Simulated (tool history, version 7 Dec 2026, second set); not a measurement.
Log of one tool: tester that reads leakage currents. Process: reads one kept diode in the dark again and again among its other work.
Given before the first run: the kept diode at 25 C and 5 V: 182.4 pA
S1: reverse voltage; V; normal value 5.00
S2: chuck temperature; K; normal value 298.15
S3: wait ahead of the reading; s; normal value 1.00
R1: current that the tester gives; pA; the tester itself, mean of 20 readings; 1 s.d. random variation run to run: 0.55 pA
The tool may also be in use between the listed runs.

run   hour     S1      S2    S3       R1
  1    0.0   5.00  298.15  1.00   192.67
  2   32.4   5.00  298.15  1.00   193.24
  3   64.6   5.00  298.15  1.00   194.46
  4   87.8   5.00  298.15  1.00   194.95
  5  103.0   5.00  298.15  1.00   194.21
  6  134.6   5.00  298.15  1.00   196.54
  7  154.9   5.00  298.15  1.00   197.01
  8  173.8   5.00  298.15  4.67   195.11
  9  197.8   5.00  298.15  1.00   197.31
 10  219.7   5.00  327.15  1.00  1663.68
 11  241.6   5.00  298.15  1.00   197.75
 12  260.3   5.00  298.15  1.00   198.46
 13  276.5   5.00  318.15  1.00   894.48
 14  306.3   5.00  318.15  1.00   901.67
 15  322.8  12.05  298.15  1.00   306.99
 16  343.4  12.49  311.15  1.74   840.11
 17  372.7   1.85  306.15  1.00   231.98
 18  398.1   1.85  306.15  1.00   232.53
 19  425.0   2.50  304.15  1.00   231.87
 20  441.0   2.50  304.15  1.00   230.74
 21  468.2   5.00  298.15  1.62   202.82
 22  491.1   5.00  298.15  1.62   202.68
 23  512.1   1.32  300.15  3.91   125.23
 24  532.0   1.32  300.15  3.91   125.39
 25  552.6   1.32  300.15  4.44   125.79
 26  575.6   1.32  300.15  0.43   125.56
 27  589.3   1.15  304.15  1.00   161.17
 28  611.5   2.11  298.15  2.71   134.16
 29  632.1   2.11  298.15  2.58   135.07

5 options for the next run, each taken on its own from the tool as it stands now. Forecast them:
  A  648.8   5.00  298.15  6.33   ?
  B  648.8   8.40  298.15  2.58   ?
  C  648.8   7.83  298.15  2.65   ?
  D  648.8   5.00  298.15  1.32   ?
  E  648.8  14.60  331.15  1.00   ?

run       R1
  A   205.60
  B   263.17
  C   254.71
  D   205.11
  E  3741.56
Take away the tool's hidden state, keep each run's random variation, and the runs would have read:
run       R1
  A   183.40
  B   233.41
  C   226.11
  D   183.04
  E  3454.55
